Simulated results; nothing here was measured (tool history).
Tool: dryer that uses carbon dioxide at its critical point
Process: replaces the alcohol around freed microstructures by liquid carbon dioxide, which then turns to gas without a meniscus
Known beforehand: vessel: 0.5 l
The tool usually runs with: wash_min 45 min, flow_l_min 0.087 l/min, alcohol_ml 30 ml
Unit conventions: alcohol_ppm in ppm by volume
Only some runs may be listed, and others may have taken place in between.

run,hour,wash_min,flow_l_min,alcohol_ml,alcohol_ppm
1,0,45,0.087,30,195
2,65.2,45,0.087,30,198
# hour 75.9: inlet filter changed
3,106.4,45,0.087,108,262
4,161.6,45,0.0962,30,130
5,211.7,45,0.0962,30,141
6,249.7,35,0.0962,30,252
7,299.2,45,0.087,30,183
8,366,45,0.087,30,179
9,434.6,45,0.087,21,190
10,479.4,45,0.087,21,185
11,533,39,0.087,30,291
12,566.3,56,0.0952,27,162
13,603.9,56,0.0952,27,172

Predict the results of run 14:
14,653,58,0.0952,51,?

{"run 14": {"alcohol_ppm": 172}}
With the hidden condition absent and the run-to-run variation left alone, this run would have shown alcohol_ppm 6 ppm by volume.
